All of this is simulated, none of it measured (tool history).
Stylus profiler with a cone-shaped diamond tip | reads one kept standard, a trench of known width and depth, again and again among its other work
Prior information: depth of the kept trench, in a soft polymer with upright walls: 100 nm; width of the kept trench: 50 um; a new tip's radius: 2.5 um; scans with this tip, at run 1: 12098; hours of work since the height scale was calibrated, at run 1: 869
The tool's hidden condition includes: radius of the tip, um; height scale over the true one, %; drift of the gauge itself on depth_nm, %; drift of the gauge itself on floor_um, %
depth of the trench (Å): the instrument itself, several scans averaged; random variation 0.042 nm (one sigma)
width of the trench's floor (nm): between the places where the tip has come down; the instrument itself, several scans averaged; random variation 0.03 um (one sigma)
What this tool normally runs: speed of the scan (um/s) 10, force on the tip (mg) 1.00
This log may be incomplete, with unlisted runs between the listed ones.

run,hour,speed of the scan (um/s),force on the tip (mg),scans with this tip,hours of work since the height scale was calibrated,depth of the trench (Å),width of the trench's floor (nm)
1,0.0,10,1.00,12098,869,1010.2,48080
2,43.6,10,0.81,12421,892,1008.3,48040
3,115.3,10,1.00,12951,930,1009.6,48030
4,177.0,10,1.00,13408,963,1009.8,47990
5,217.3,15,1.00,13706,984,1010.0,47970
6,249.6,15,1.00,13945,1001,1010.8,47950
7,317.1,13,1.00,14444,1037,1010.1,47990
8,380.3,13,1.00,14912,1071,1009.9,47940
9,421.6,10,0.34,15217,1093,1007.1,47930
10,499.2,10,1.00,15791,1134,1011.0,47960
11,554.9,10,1.00,16203,1164,1010.2,47950
12,618.8,13,1.00,16676,1198,1010.4,47900
13,669.0,13,1.00,17048,1224,1010.1,47900
14,721.0,10,1.51,17432,1252,1012.4,47890
15,775.4,10,1.51,17835,1281,1013.5,47890
16,839.9,10,1.51,18312,1315,1013.4,47820
17,917.4,10,1.00,18885,1356,1010.5,47820
18,969.0,10,1.00,19267,1384,1010.4,47760
19,1037.7,10,1.00,19776,1420,1010.9,47800
20,1075.4,10,1.00,20054,1440,1010.5,47800
21,1145.9,10,1.00,20576,1478,1010.4,47780
22,1186.0,10,1.00,20873,1499,1011.1,47820
23,1242.5,10,1.00,21291,1529,1010.2,47730
24,1314.0,2,1.98,21819,1567,1016.4,47850
25,1388.8,11,0.34,22373,1607,1007.0,47640
26,1434.6,20,0.38,22712,1631,1007.1,47530
27,1514.8,3,1.43,23305,1674,1013.3,47780
28,1548.6,3,1.43,23555,1692,1013.5,47740
29,1581.3,8,1.48,23797,1709,1014.0,47680
30,1625.9,8,1.48,24127,1733,1013.5,47720
31,1675.0,8,1.48,24490,1759,1012.9,47670
32,1752.9,4,1.44,25067,1800,1014.4,47720
33,1801.1,9,1.36,25423,1826,1013.2,47640
34,1849.8,11,0.38,25784,1852,1007.2,47510
35,1903.3,2,2.65,26179,1880,1019.7,47720
36,1955.5,15,0.38,26565,1908,1008.1,47490
37,2015.9,28,0.66,27012,1940,1009.5,47350
38,2051.7,17,2.13,27277,1959,1016.8,47550
39,2120.9,17,2.13,27789,1996,1017.3,47550
40,2158.3,34,1.85,28066,2016,1015.3,47440
# hour 2210.7: height scale calibrated on a step standard
41,2216.4,5,0.41,28492,3,1004.7,47570
42,2280.9,5,0.41,28969,37,1004.5,47560
43,2318.8,11,2.33,29250,57,1014.7,47530
44,2354.1,7,0.38,29511,76,1004.7,47510
45,2416.5,7,0.38,29972,109,1004.7,47520
46,2483.6,7,0.38,30469,145,1004.7,47430

Consider 3 possible next runs. They are alternatives, not a sequence: every one starts from the tool as it was left by run 46. What does each give?
A,2542.0,10,0.66,30901,176,?,?
B,2542.0,2,0.52,30901,176,?,?
C,2542.0,21,0.38,30901,176,?,?

run,depth of the trench (Å),width of the trench's floor (nm)
A,1006.7,47460
B,1005.6,47510
C,1005.4,47250
Take away the tool's hidden state, keep each run's random variation, and the runs would have read:
run,depth of the trench (Å),width of the trench's floor (nm)
A,1006.3,48510
B,1005.2,48560
C,1005.1,48300
